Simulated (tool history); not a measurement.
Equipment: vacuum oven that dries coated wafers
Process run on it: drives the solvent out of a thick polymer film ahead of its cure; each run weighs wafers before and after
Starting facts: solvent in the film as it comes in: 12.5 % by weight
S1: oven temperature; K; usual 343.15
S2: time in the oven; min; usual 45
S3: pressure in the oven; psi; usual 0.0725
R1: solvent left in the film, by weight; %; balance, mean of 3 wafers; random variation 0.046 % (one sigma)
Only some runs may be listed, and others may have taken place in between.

run	hour	S1	S2	S3	R1
1	0.0	343.15	45	0.0725	1.53
2	35.1	343.15	45	0.0725	1.45
3	67.5	337.15	45	0.0725	3.03
4	94.8	337.15	45	0.0725	3.12
5	149.6	343.15	45	0.0725	1.56
6	174.5	343.15	45	0.0725	1.50
7	225.6	343.15	49	0.0725	1.22
8	273.4	343.15	49	0.0725	1.30
9	298.6	343.15	49	0.0725	1.37
10	336.2	343.15	45	0.0725	1.52
11	369.2	343.15	46	0.0725	1.44
12	417.4	343.15	36	0.0725	2.17
13	476.4	343.15	36	0.0725	2.09
14	519.8	345.15	45	0.0725	1.05
15	570.4	345.15	45	0.0429	1.08
16	627.3	343.15	45	0.0725	1.41
17	659.8	343.15	45	0.0725	1.43
18	693.7	343.15	45	0.0725	1.53
19	734.2	343.15	45	0.0725	1.54
20	762.3	343.15	45	0.0725	1.49
21	817.3	343.15	45	0.0725	1.47
22	872.1	343.15	65	0.0725	0.82
23	901.2	343.15	65	0.0725	0.67
24	959.3	343.15	65	0.0725	0.78
25	986.6	343.15	65	0.0725	0.74
26	1037.5	343.15	65	0.0725	0.74
27	1077.4	343.15	25	0.2696	3.87
28	1110.8	343.15	25	0.2696	3.89
29	1149.0	337.15	32	0.0725	4.38
30	1192.3	337.15	32	0.0725	4.28
31	1245.7	343.15	29	0.1887	3.21
32	1305.2	330.15	58	0.1878	4.65
33	1362.9	330.15	58	0.1878	4.82
34	1388.5	329.15	80	0.1371	3.75
35	1445.7	343.15	35	0.0487	2.13
36	1484.0	357.15	49	0.2614	0.51
37	1532.7	352.15	32	0.1964	0.96
38	1578.8	343.15	45	0.1659	1.72
39	1627.9	343.15	45	0.1659	1.74
40	1684.8	335.15	40	0.0580	4.09
41	1724.7	335.15	57	0.0580	2.84
42	1771.3	355.15	45	0.1047	0.25
43	1798.4	328.15	23	0.1198	7.98
44	1851.4	328.15	23	0.1198	7.81
# hour 1899.8: oven's thermocouples calibrated
45	1901.7	328.15	23	0.1198	7.71
46	1960.8	337.15	26	0.1198	5.11
47	2003.8	351.15	25	0.0789	1.35

3 ways to go on from here, each from the tool as it stands after run 47. What would each give?
# hour 2035.3: vacuum gauge cleaned of residue and calibrated
A	2046.5	351.15	35	0.0789	?
# hour 2035.3: vacuum gauge cleaned of residue and calibrated
B	2046.5	346.15	59	0.1030	?
# hour 2035.3: vacuum gauge cleaned of residue and calibrated
C	2046.5	354.15	26	0.0557	?

run	R1
A	0.68
B	0.61
C	0.64
With the hidden condition removed and each run's random variation left untouched, the same runs would have given:
run	R1
A	0.68
B	0.61
C	0.64

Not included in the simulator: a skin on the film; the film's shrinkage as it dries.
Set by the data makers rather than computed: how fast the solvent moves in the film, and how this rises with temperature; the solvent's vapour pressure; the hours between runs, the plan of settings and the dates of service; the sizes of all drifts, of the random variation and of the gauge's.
